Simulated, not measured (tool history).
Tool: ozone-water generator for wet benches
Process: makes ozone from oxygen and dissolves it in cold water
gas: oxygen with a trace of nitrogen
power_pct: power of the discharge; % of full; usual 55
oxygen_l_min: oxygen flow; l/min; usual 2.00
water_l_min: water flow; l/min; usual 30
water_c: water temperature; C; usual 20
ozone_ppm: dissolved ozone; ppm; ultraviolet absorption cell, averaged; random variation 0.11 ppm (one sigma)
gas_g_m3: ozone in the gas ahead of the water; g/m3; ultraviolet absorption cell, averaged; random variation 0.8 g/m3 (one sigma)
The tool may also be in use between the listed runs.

run,hour,power_pct,oxygen_l_min,water_l_min,water_c,ozone_ppm,gas_g_m3
1,0.0,55,2.00,30,20,5.5,125.3
2,39.5,55,2.00,30,20,5.6,125.3
3,63.3,55,2.00,30,20,5.6,124.0
4,96.6,55,2.00,30,20,5.7,124.2
5,126.7,55,2.00,30,22,5.5,126.0
6,151.0,55,2.00,30,13,5.8,125.3
7,191.7,99,2.00,30,20,9.3,211.7
8,212.0,99,2.00,30,20,9.2,213.1
9,240.6,99,2.00,30,20,9.4,214.4
# hour 244.0: water thermometer calibrated
10,267.2,99,2.00,30,20,9.3,215.4
11,298.9,55,2.00,30,20,5.6,125.3
12,330.5,81,2.00,26,20,9.1,178.8
13,347.7,81,2.00,26,20,9.2,178.4
14,377.3,81,2.00,26,20,9.3,178.9
15,406.5,81,2.00,26,20,9.2,177.1
16,426.5,81,2.00,26,20,9.3,177.4
17,453.6,96,2.00,42,20,6.2,210.9
18,487.8,96,2.00,42,20,6.1,207.0
19,512.0,81,2.00,23,20,10.5,178.2
20,536.1,55,2.00,31,15,5.5,125.2
21,561.9,55,1.47,31,15,4.9,150.3

Forecast each of these 3 alternatives for the next run:
A,599.7,55,2.00,21,20,?,?
B,599.7,57,1.17,31,12,?,?
C,599.7,52,2.00,45,26,?,?

run,ozone_ppm,gas_g_m3
A,8.1,125.6
B,4.9,176.8
C,3.4,119.7
Without the tool's hidden state the same runs would have given:
run,ozone_ppm,gas_g_m3
A,8.1,125.6
B,4.9,176.9
C,3.4,119.7

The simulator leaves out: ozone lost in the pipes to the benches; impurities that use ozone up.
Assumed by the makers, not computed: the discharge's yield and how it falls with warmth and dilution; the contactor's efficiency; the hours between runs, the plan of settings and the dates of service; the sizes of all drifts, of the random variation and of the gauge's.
